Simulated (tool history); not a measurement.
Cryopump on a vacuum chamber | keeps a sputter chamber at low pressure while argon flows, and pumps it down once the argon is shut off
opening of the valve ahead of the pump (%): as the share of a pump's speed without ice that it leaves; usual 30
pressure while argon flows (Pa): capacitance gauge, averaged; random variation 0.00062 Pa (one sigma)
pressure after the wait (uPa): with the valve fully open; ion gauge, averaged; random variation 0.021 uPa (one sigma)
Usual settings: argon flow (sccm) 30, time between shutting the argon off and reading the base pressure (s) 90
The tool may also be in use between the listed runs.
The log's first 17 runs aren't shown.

run,day,argon flow (sccm),time between shutting the argon off and reading the base pressure (s),opening of the valve ahead of the pump (%),hours of work since the pump was warmed up and emptied,hours of work since the cold head was overhauled,hours of work since the chamber's fittings were tightened,pressure while argon flows (Pa),pressure after the wait (uPa)
18,10.150,40,143,58,447,447,1905,0.0756,1.21
19,10.792,30,121,49,455,455,1913,0.0657,1.31
20,11.550,30,127,49,465,465,1923,0.0659,1.23
21,12.183,30,127,49,473,473,1931,0.0654,1.27
22,12.942,25,53,27,482,482,1940,0.0930,1.53
23,13.312,26,246,48,487,487,1945,0.0580,1.20
24,13.962,26,246,48,495,495,1953,0.0588,1.25
25,14.375,50,87,48,500,500,1958,0.1134,1.35
26,14.883,43,142,27,507,507,1964,0.1623,1.34
27,15.650,43,142,27,516,516,1974,0.1626,1.31
28,16.338,43,142,27,525,525,1983,0.1625,1.29
29,17.104,51,90,39,534,534,1992,0.1394,1.40
# day 17.996: pump warmed up, emptied and cooled again
30,18.033,15,41,39,0,543,2001,0.0367,1.37
31,18.388,20,179,53,5,548,2006,0.0362,1.00
32,19.125,42,90,25,14,557,2015,0.1552,1.16
33,19.867,40,95,38,23,566,2024,0.0987,1.08
34,20.529,19,95,38,32,575,2033,0.0473,1.13

Forecast each of these 4 alternatives for the next run:
A,20.904,19,280,38,36,579,2037,?,?
B,20.904,52,95,38,36,579,2037,?,?
C,20.904,30,34,22,36,579,2037,?,?
D,20.904,19,24,38,36,579,2037,?,?

run,pressure while argon flows (Pa),pressure after the wait (uPa)
A,0.0461,0.97
B,0.1292,1.11
C,0.1273,1.51
D,0.0474,1.72
Without the tool's hidden state the same runs would have given:
run,pressure while argon flows (Pa),pressure after the wait (uPa)
A,0.0456,0.24
B,0.1278,0.37
C,0.1265,0.77
D,0.0469,1.01
